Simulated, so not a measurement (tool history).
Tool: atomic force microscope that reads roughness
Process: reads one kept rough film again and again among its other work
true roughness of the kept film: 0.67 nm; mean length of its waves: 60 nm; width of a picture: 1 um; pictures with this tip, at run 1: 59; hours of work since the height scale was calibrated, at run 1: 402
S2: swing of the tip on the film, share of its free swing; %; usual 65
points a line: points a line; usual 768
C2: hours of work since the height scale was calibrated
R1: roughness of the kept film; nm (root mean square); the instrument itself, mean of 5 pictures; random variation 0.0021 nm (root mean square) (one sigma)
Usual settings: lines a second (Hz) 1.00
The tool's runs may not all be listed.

{"run": 1, "day": 0.0, "lines a second (Hz)": 1.0, "S2": 65, "points a line": 768, "pictures with this tip": 59, "C2": 402, "R1": 0.648}
{"run": 2, "day": 1.025, "lines a second (Hz)": 1.0, "S2": 65, "points a line": 768, "pictures with this tip": 98, "C2": 414, "R1": 0.65}
{"run": 3, "day": 1.525, "lines a second (Hz)": 1.0, "S2": 65, "points a line": 768, "pictures with this tip": 117, "C2": 420, "R1": 0.647}
{"run": 4, "day": 2.633, "lines a second (Hz)": 1.0, "S2": 65, "points a line": 768, "pictures with this tip": 159, "C2": 432, "R1": 0.644}
{"run": 5, "day": 3.638, "lines a second (Hz)": 1.0, "S2": 65, "points a line": 768, "pictures with this tip": 197, "C2": 444, "R1": 0.645}
{"run": 6, "day": 4.438, "lines a second (Hz)": 1.0, "S2": 65, "points a line": 768, "pictures with this tip": 228, "C2": 453, "R1": 0.643}
{"run": 7, "day": 5.433, "lines a second (Hz)": 1.0, "S2": 65, "points a line": 768, "pictures with this tip": 266, "C2": 465, "R1": 0.644}
{"run": 8, "day": 6.117, "lines a second (Hz)": 1.0, "S2": 65, "points a line": 768, "pictures with this tip": 292, "C2": 473, "R1": 0.635}
{"run": 9, "day": 7.292, "lines a second (Hz)": 1.0, "S2": 65, "points a line": 768, "pictures with this tip": 337, "C2": 486, "R1": 0.636}
{"run": 10, "day": 8.162, "lines a second (Hz)": 1.0, "S2": 65, "points a line": 768, "pictures with this tip": 370, "C2": 496, "R1": 0.636}
{"day": 8.671, "done": "new tip fitted"}
{"run": 11, "day": 8.762, "lines a second (Hz)": 1.0, "S2": 65, "points a line": 768, "pictures with this tip": 3, "C2": 503, "R1": 0.65}
{"run": 12, "day": 9.592, "lines a second (Hz)": 1.0, "S2": 65, "points a line": 768, "pictures with this tip": 35, "C2": 513, "R1": 0.654}
{"run": 13, "day": 10.275, "lines a second (Hz)": 1.0, "S2": 65, "points a line": 267, "pictures with this tip": 61, "C2": 521, "R1": 0.645}
{"run": 14, "day": 11.283, "lines a second (Hz)": 1.0, "S2": 65, "points a line": 267, "pictures with this tip": 100, "C2": 532, "R1": 0.648}
{"run": 15, "day": 12.292, "lines a second (Hz)": 1.0, "S2": 65, "points a line": 392, "pictures with this tip": 138, "C2": 544, "R1": 0.644}
{"run": 16, "day": 12.796, "lines a second (Hz)": 1.0, "S2": 65, "points a line": 392, "pictures with this tip": 157, "C2": 550, "R1": 0.648}
{"run": 17, "day": 13.604, "lines a second (Hz)": 1.0, "S2": 65, "points a line": 392, "pictures with this tip": 188, "C2": 559, "R1": 0.644}
{"run": 18, "day": 14.404, "lines a second (Hz)": 1.0, "S2": 65, "points a line": 392, "pictures with this tip": 219, "C2": 568, "R1": 0.642}
{"run": 19, "day": 15.233, "lines a second (Hz)": 0.92, "S2": 86, "points a line": 768, "pictures with this tip": 250, "C2": 578, "R1": 0.625}
{"run": 20, "day": 15.917, "lines a second (Hz)": 0.92, "S2": 86, "points a line": 768, "pictures with this tip": 276, "C2": 586, "R1": 0.621}
{"run": 21, "day": 16.446, "lines a second (Hz)": 0.92, "S2": 86, "points a line": 768, "pictures with this tip": 297, "C2": 592, "R1": 0.619}
{"day": 16.538, "done": "height scale calibrated on a step standard"}
{"run": 22, "day": 17.096, "lines a second (Hz)": 1.06, "S2": 88, "points a line": 768, "pictures with this tip": 320, "C2": 6, "R1": 0.611}
{"run": 23, "day": 18.292, "lines a second (Hz)": 2.12, "S2": 66, "points a line": 414, "pictures with this tip": 366, "C2": 20, "R1": 0.622}
{"day": 18.917, "done": "new tip fitted"}
{"run": 24, "day": 18.917, "lines a second (Hz)": 2.74, "S2": 66, "points a line": 414, "pictures with this tip": 0, "C2": 27, "R1": 0.63}
{"run": 25, "day": 19.717, "lines a second (Hz)": 2.74, "S2": 66, "points a line": 414, "pictures with this tip": 30, "C2": 37, "R1": 0.632}
{"run": 26, "day": 20.717, "lines a second (Hz)": 1.71, "S2": 65, "points a line": 329, "pictures with this tip": 68, "C2": 48, "R1": 0.64}
{"run": 27, "day": 21.492, "lines a second (Hz)": 0.52, "S2": 72, "points a line": 452, "pictures with this tip": 98, "C2": 57, "R1": 0.645}
{"day": 22.342, "done": "height scale calibrated on a step standard, once more"}
{"run": 28, "day": 22.375, "lines a second (Hz)": 0.52, "S2": 72, "points a line": 452, "pictures with this tip": 130, "C2": 0, "R1": 0.649}
{"run": 29, "day": 23.138, "lines a second (Hz)": 1.15, "S2": 72, "points a line": 452, "pictures with this tip": 159, "C2": 9, "R1": 0.644}
{"run": 30, "day": 24.321, "lines a second (Hz)": 1.0, "S2": 65, "points a line": 308, "pictures with this tip": 204, "C2": 23, "R1": 0.645}
{"run": 31, "day": 25.429, "lines a second (Hz)": 2.28, "S2": 72, "points a line": 466, "pictures with this tip": 247, "C2": 36, "R1": 0.619}
{"run": 32, "day": 26.183, "lines a second (Hz)": 0.51, "S2": 71, "points a line": 727, "pictures with this tip": 275, "C2": 44, "R1": 0.648}

3 ways to go on from here, each from the tool as it stands after run 32. What would each give?
{"run": "A", "day": 26.925, "lines a second (Hz)": 3.53, "S2": 77, "points a line": 768, "pictures with this tip": 304, "C2": 53, "R1": "?"}
{"run": "B", "day": 26.925, "lines a second (Hz)": 1.0, "S2": 69, "points a line": 768, "pictures with this tip": 304, "C2": 53, "R1": "?"}
{"run": "C", "day": 26.925, "lines a second (Hz)": 0.76, "S2": 67, "points a line": 794, "pictures with this tip": 304, "C2": 53, "R1": "?"}

run=A R1=0.589
run=B R1=0.641
run=C R1=0.641
Without the tool's hidden state the same runs would have given:
run=A R1=0.601
run=B R1=0.654
run=C R1=0.653
